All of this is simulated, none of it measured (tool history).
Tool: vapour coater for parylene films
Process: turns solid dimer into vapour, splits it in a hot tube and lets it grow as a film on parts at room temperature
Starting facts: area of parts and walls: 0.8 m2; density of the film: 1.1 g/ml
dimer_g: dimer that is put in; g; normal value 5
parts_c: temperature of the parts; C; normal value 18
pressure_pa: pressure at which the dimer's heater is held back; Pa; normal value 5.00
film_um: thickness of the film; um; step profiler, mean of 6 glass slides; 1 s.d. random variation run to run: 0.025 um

run    hour  dimer_g  parts_c  pressure_pa  film_um
  1     0.0        5       18         5.00     3.34
  2    23.8        5       18         2.14     3.61
  3    50.2        5       18         2.14     3.63
  4    88.8        5       18         2.14     3.57
  5   109.7        5       18         2.14     3.56
  6   137.6        5       18         5.00     3.19
  7   159.1        5       18         5.00     3.18
  8   179.9        5       18         5.00     3.14
  9   213.2        8       18         5.00     5.03
 10   237.4        8       14         5.00     5.33
 11   276.6        8       14         5.00     5.30
      311.8  -- trap's valve overhauled
 12   315.4        8       14         5.00     5.84
      319.6  -- table's thermometer calibrated
 13   340.8        5       18         5.00     3.38
 14   363.0        5       18         5.00     3.36
 15   389.8        7       18         5.00     4.67
 16   421.3        6       18         5.00     3.94
 17   451.2        6       18         5.00     3.97
      470.1  -- table's thermometer calibrated, once more
 18   471.4        6       18         5.00     3.91
 19   489.1        6       18         5.00     3.90
 20   514.3        6       18         5.00     3.82
 21   547.1        6       18         5.00     3.78
 22   584.3        3       18         5.00     1.87
 23   605.0        5       18         5.00     3.15
 24   627.7        2       28        10.06     1.00
 25   660.3        3       19        10.13     1.66
      675.0  -- trap's valve overhauled
 26   687.4        5       13         2.45     3.99
 27   715.5        5       13         2.45     3.93
 28   738.1        2       26         2.45     1.23
 29   773.0        2       15         3.34     1.46
 30   791.0        2       14         7.85     1.37
 31   810.2        5       21         5.00     3.12
 32   840.3        5       12         5.00     3.62
 33   859.8        5       12         5.00     3.60
 34   885.6        5       12         5.00     3.54
 35   920.9        5       18         2.43     3.41
 36   938.2        5       18         2.43     3.45
 37   975.1        3       12         3.07     2.16
 38  1000.4        3       12         3.07     2.13
     1034.9  -- trap's valve overhauled
 39  1043.3        5       11        11.19     3.52

4 ways to go on from here, each from the tool as it stands after run 39. What would each give?
  A  1062.6        5       18         2.71        ?
  B  1062.6        5       27         5.00        ?
  C  1062.6        8       16         5.43        ?
  D  1062.6        3       16         2.75        ?

run  film_um
  A     3.60
  B     2.92
  C     5.48
  D     2.21
Stripped of hidden state, with their random variation kept, the same runs would have yielded:
run  film_um
  A     3.64
  B     2.96
  C     5.54
  D     2.23

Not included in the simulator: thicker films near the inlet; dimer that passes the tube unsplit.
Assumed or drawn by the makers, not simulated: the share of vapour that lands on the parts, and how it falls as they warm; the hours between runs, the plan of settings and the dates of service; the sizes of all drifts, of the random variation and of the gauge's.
